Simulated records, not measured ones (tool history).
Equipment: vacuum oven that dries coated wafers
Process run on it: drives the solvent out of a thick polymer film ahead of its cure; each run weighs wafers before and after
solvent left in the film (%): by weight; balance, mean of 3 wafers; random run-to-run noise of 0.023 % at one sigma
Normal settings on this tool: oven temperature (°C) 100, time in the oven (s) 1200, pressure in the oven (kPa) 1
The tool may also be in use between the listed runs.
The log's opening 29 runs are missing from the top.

run     day  oven temperature (°C)  time in the oven (s)  pressure in the oven (kPa)  hours of work since the thermocouples were calibrated  hours of work since the vacuum gauge was cleaned of residue  solvent left in the film (%)
 30  18.812                    107                  1980                         0.6                                                    181                                                          487                          0.26
 31  19.646                    107                  1980                        2.02                                                    193                                                          499                           0.9
 32  20.596                    101                   840                           1                                                    207                                                          512                          2.23
 33  21.104                     99                  1680                         2.8                                                    214                                                          520                          1.88
 34  21.525                    100                   660                        1.05                                                    220                                                          526                          3.79
 35  21.929                    101                   660                           1                                                    226                                                          532                          3.37
 36  22.404                    101                   660                        0.74                                                    233                                                          539                          3.27
 37  22.912                     98                   660                        1.04                                                    240                                                          546                          4.58
 38  23.383                     98                   660                        1.04                                                    247                                                          553                          4.56
 39  24.162                     95                  1380                           1                                                    258                                                          564                          1.93
 40  24.929                     95                  1140                        0.84                                                    269                                                          575                           2.6
 41  25.592                     95                  1140                        0.84                                                    279                                                          585                          2.61
 42  26.212                     95                  1140                        0.84                                                    288                                                          593                          2.61
 43  27.021                    100                   780                           1                                                    299                                                          605                          2.89

Forecast each of these 4 alternatives for the next run:
  A  27.833                    102                  1200                           1                                                    311                                                          617                             ?
  B  27.833                     92                  1200                           1                                                    311                                                          617                             ?
  C  27.833                    115                  1680                        0.71                                                    311                                                          617                             ?
  D  27.833                    100                  1380                        0.57                                                    311                                                          617                             ?

run  solvent left in the film (%)
  A                          1.02
  B                           3.4
  C                          0.23
  D                          0.79
What these runs would have given with no unlogged condition in the tool:
run  solvent left in the film (%)
  A                          1.02
  B                           3.4
  C                          0.23
  D                          0.79
